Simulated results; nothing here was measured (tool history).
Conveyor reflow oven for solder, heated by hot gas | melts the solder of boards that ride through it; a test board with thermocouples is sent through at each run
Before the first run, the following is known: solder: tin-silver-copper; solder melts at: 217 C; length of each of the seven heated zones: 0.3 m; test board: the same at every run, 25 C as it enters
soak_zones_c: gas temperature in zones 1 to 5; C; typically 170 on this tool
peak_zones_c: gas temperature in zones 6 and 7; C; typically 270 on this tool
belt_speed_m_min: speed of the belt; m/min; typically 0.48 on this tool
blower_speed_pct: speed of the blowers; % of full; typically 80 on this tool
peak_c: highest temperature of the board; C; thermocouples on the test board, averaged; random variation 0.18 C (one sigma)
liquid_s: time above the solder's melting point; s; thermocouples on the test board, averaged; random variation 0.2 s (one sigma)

run 1 hour=0 | soak_zones_c=170 peak_zones_c=270 belt_speed_m_min=0.48 blower_speed_pct=80 | peak_c=254.6 liquid_s=57.1
run 2 hour=34.9 | soak_zones_c=170 peak_zones_c=270 belt_speed_m_min=0.48 blower_speed_pct=80 | peak_c=254.4 liquid_s=57
run 3 hour=71.9 | soak_zones_c=170 peak_zones_c=270 belt_speed_m_min=0.48 blower_speed_pct=80 | peak_c=254.5 liquid_s=57.4
run 4 hour=107.8 | soak_zones_c=170 peak_zones_c=270 belt_speed_m_min=0.48 blower_speed_pct=80 | peak_c=254.4 liquid_s=57.4
run 5 hour=158 | soak_zones_c=170 peak_zones_c=270 belt_speed_m_min=0.48 blower_speed_pct=80 | peak_c=254.3 liquid_s=56.9
run 6 hour=193.3 | soak_zones_c=170 peak_zones_c=270 belt_speed_m_min=0.547 blower_speed_pct=80 | peak_c=250.8 liquid_s=47.3
run 7 hour=233.5 | soak_zones_c=161 peak_zones_c=270 belt_speed_m_min=0.48 blower_speed_pct=80 | peak_c=253.8 liquid_s=54.3
run 8 hour=274.2 | soak_zones_c=161 peak_zones_c=270 belt_speed_m_min=0.48 blower_speed_pct=80 | peak_c=253.5 liquid_s=53.9
run 9 hour=301.8 | soak_zones_c=161 peak_zones_c=270 belt_speed_m_min=0.48 blower_speed_pct=80 | peak_c=253.6 liquid_s=54.4
run 10 hour=343.9 | soak_zones_c=161 peak_zones_c=270 belt_speed_m_min=0.48 blower_speed_pct=80 | peak_c=253.4 liquid_s=53.9
run 11 hour=374.7 | soak_zones_c=161 peak_zones_c=270 belt_speed_m_min=0.48 blower_speed_pct=80 | peak_c=253.4 liquid_s=53.8
run 12 hour=418.7 | soak_zones_c=161 peak_zones_c=270 belt_speed_m_min=0.48 blower_speed_pct=80 | peak_c=253 liquid_s=53.5
run 13 hour=447 | soak_zones_c=170 peak_zones_c=270 belt_speed_m_min=0.48 blower_speed_pct=80 | peak_c=254.7 liquid_s=57.7
run 14 hour=472 | soak_zones_c=170 peak_zones_c=270 belt_speed_m_min=0.42 blower_speed_pct=80 | peak_c=259 liquid_s=69.8
run 15 hour=496.9 | soak_zones_c=170 peak_zones_c=270 belt_speed_m_min=0.42 blower_speed_pct=80 | peak_c=259 liquid_s=70.4
run 16 hour=536.4 | soak_zones_c=170 peak_zones_c=265 belt_speed_m_min=0.418 blower_speed_pct=80 | peak_c=254.6 liquid_s=67.2
run 17 hour=562.2 | soak_zones_c=170 peak_zones_c=270 belt_speed_m_min=0.518 blower_speed_pct=57 | peak_c=246.4 liquid_s=45
run 18 hour=591.2 | soak_zones_c=170 peak_zones_c=283 belt_speed_m_min=0.516 blower_speed_pct=53 | peak_c=255.7 liquid_s=52.4
run 19 hour=638.1 | soak_zones_c=169 peak_zones_c=278 belt_speed_m_min=0.501 blower_speed_pct=69 | peak_c=259.1 liquid_s=57.9
run 20 hour=681.2 | soak_zones_c=169 peak_zones_c=278 belt_speed_m_min=0.501 blower_speed_pct=69 | peak_c=258.9 liquid_s=57
run 21 hour=733.9 | soak_zones_c=169 peak_zones_c=269 belt_speed_m_min=0.509 blower_speed_pct=69 | peak_c=250.1 liquid_s=50.2
run 22 hour=762.2 | soak_zones_c=169 peak_zones_c=269 belt_speed_m_min=0.509 blower_speed_pct=69 | peak_c=250.3 liquid_s=50.3
run 23 hour=784.2 | soak_zones_c=169 peak_zones_c=269 belt_speed_m_min=0.509 blower_speed_pct=69 | peak_c=250 liquid_s=50.3
run 24 hour=819.5 | soak_zones_c=169 peak_zones_c=269 belt_speed_m_min=0.509 blower_speed_pct=69 | peak_c=249.7 liquid_s=50.1
run 25 hour=861.5 | soak_zones_c=169 peak_zones_c=269 belt_speed_m_min=0.509 blower_speed_pct=69 | peak_c=249.9 liquid_s=50.2
run 26 hour=887.1 | soak_zones_c=169 peak_zones_c=283 belt_speed_m_min=0.557 blower_speed_pct=80 | peak_c=261.5 liquid_s=52.7
run 27 hour=908.4 | soak_zones_c=159 peak_zones_c=264 belt_speed_m_min=0.538 blower_speed_pct=80 | peak_c=244.5 liquid_s=40.5
run 28 hour=951.6 | soak_zones_c=159 peak_zones_c=284 belt_speed_m_min=0.571 blower_speed_pct=80 | peak_c=259.2 liquid_s=47.5
run 29 hour=999.4 | soak_zones_c=164 peak_zones_c=258 belt_speed_m_min=0.383 blower_speed_pct=87 | peak_c=249.6 liquid_s=70.3

Removed from this log: 3 entries logged between the listed runs. Between which two listed runs does each belong, and how does the tool's hidden state at the listed run before it compare with that at the listed run after it?
Between runs 5 and 6: flux residue cleaned out of gas plates and filters (hour 175.5)
  heat that the gas passes to the board, % of a clean oven's: 95.4 -> 99.1; belt's true speed, % of the reading: 99.26 -> 99.2; true gas temperature in zones 6 and 7 over the reading, C: -0.85 -> -0.9
  what was measured, less what the result would be without the hidden state, peak_c: -1.6 -> -0.8 C; liquid_s: -0.8 -> -0.1 s
Between runs 13 and 14: thermocouples of zones 6 and 7 changed (hour 467.5)
  heat that the gas passes to the board, % of a clean oven's: 96.4 -> 96.2; belt's true speed, % of the reading: 98.67 -> 98.62; true gas temperature in zones 6 and 7 over the reading, C: -1.25 -> -0.17
  what was measured, less what the result would be without the hidden state, peak_c: -1.6 -> -0.5 C; liquid_s: -0.3 -> +0.6 s
Between runs 18 and 19: flux residue cleaned out of gas plates and filters (hour 632.1)
  heat that the gas passes to the board, % of a clean oven's: 95 -> 99.8; belt's true speed, % of the reading: 98.37 -> 98.29; true gas temperature in zones 6 and 7 over the reading, C: -0.33 -> -0.39
  what was measured, less what the result would be without the hidden state, peak_c: -0.7 -> +0.2 C; liquid_s: +0.3 -> +1.2 s
